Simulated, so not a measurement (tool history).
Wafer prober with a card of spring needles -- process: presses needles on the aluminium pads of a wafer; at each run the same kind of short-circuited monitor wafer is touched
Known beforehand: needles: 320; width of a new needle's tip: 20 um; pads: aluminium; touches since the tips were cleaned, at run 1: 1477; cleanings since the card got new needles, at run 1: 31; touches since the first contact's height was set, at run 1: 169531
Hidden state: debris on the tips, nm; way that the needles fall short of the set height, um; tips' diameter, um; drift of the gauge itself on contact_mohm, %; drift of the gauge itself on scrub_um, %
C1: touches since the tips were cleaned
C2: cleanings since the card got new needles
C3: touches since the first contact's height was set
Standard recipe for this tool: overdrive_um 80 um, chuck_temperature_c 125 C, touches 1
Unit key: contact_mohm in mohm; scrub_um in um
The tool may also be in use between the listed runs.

{"run": 1, "day": 0.0, "overdrive_um": 80, "chuck_temperature_c": 125, "touches": 1, "C1": 1477, "C2": 31, "C3": 169531, "contact_mohm": 236, "scrub_um": 16.75}
{"run": 2, "day": 0.488, "overdrive_um": 68, "chuck_temperature_c": 125, "touches": 1, "C1": 4370, "C2": 31, "C3": 172424, "contact_mohm": 275, "scrub_um": 14.38}
{"day": 0.588, "done": "tips cleaned on abrasive film"}
{"run": 3, "day": 1.129, "overdrive_um": 80, "chuck_temperature_c": 125, "touches": 2, "C1": 3207, "C2": 32, "C3": 176215, "contact_mohm": 245, "scrub_um": 16.99}
{"day": 1.421, "done": "tips cleaned on abrasive film"}
{"run": 4, "day": 1.971, "overdrive_um": 80, "chuck_temperature_c": 125, "touches": 2, "C1": 3272, "C2": 33, "C3": 181200, "contact_mohm": 236, "scrub_um": 17.02}
{"day": 2.288, "done": "tips cleaned on abrasive film"}
{"run": 5, "day": 2.438, "overdrive_um": 80, "chuck_temperature_c": 125, "touches": 1, "C1": 893, "C2": 34, "C3": 183958, "contact_mohm": 232, "scrub_um": 17.1}
{"run": 6, "day": 2.929, "overdrive_um": 80, "chuck_temperature_c": 125, "touches": 1, "C1": 3814, "C2": 34, "C3": 186879, "contact_mohm": 259, "scrub_um": 17.29}
{"day": 3.175, "done": "tips cleaned on abrasive film"}
{"run": 7, "day": 3.696, "overdrive_um": 80, "chuck_temperature_c": 125, "touches": 1, "C1": 3112, "C2": 35, "C3": 191415, "contact_mohm": 255, "scrub_um": 16.92}
{"day": 3.996, "done": "tips cleaned on abrasive film"}
{"run": 8, "day": 4.2, "overdrive_um": 95, "chuck_temperature_c": 75, "touches": 3, "C1": 1212, "C2": 36, "C3": 194377, "contact_mohm": 216, "scrub_um": 20.21}
{"day": 4.854, "done": "tips cleaned on abrasive film"}
{"run": 9, "day": 4.983, "overdrive_um": 62, "chuck_temperature_c": 54, "touches": 2, "C1": 777, "C2": 37, "C3": 199020, "contact_mohm": 226, "scrub_um": 13.09}
{"run": 10, "day": 5.554, "overdrive_um": 62, "chuck_temperature_c": 54, "touches": 2, "C1": 4179, "C2": 37, "C3": 202422, "contact_mohm": 253, "scrub_um": 12.93}
{"day": 5.692, "done": "tips cleaned on abrasive film"}
{"run": 11, "day": 6.258, "overdrive_um": 80, "chuck_temperature_c": 76, "touches": 2, "C1": 3363, "C2": 38, "C3": 206570, "contact_mohm": 231, "scrub_um": 17.0}
{"day": 6.562, "done": "tips cleaned on abrasive film"}
{"run": 12, "day": 7.288, "overdrive_um": 81, "chuck_temperature_c": 58, "touches": 2, "C1": 4304, "C2": 39, "C3": 212664, "contact_mohm": 231, "scrub_um": 17.33}
{"day": 7.421, "done": "tips cleaned on abrasive film"}
{"run": 13, "day": 8.133, "overdrive_um": 76, "chuck_temperature_c": 60, "touches": 1, "C1": 4255, "C2": 40, "C3": 217686, "contact_mohm": 259, "scrub_um": 16.06}

Alternative continuations, all from the tool just after run 13; predict every row:
{"day": 8.288, "done": "tips cleaned on abrasive film"}
{"run": "A", "day": 8.85, "overdrive_um": 86, "chuck_temperature_c": 79, "touches": 3, "C1": 3332, "C2": 41, "C3": 221904, "contact_mohm": "?", "scrub_um": "?"}
{"day": 8.288, "done": "tips cleaned on abrasive film"}
{"run": "B", "day": 8.85, "overdrive_um": 95, "chuck_temperature_c": 105, "touches": 1, "C1": 3332, "C2": 41, "C3": 221904, "contact_mohm": "?", "scrub_um": "?"}
{"day": 8.288, "done": "tips cleaned on abrasive film"}
{"run": "C", "day": 8.85, "overdrive_um": 64, "chuck_temperature_c": 29, "touches": 2, "C1": 3332, "C2": 41, "C3": 221904, "contact_mohm": "?", "scrub_um": "?"}

run=A contact_mohm=218 scrub_um=18.07
run=B contact_mohm=242 scrub_um=20.18
run=C contact_mohm=239 scrub_um=13.44
With the hidden condition removed and each run's random variation left untouched, the same runs would have given:
run=A contact_mohm=205 scrub_um=18.92
run=B contact_mohm=213 scrub_um=21.03
run=C contact_mohm=198 scrub_um=14.30
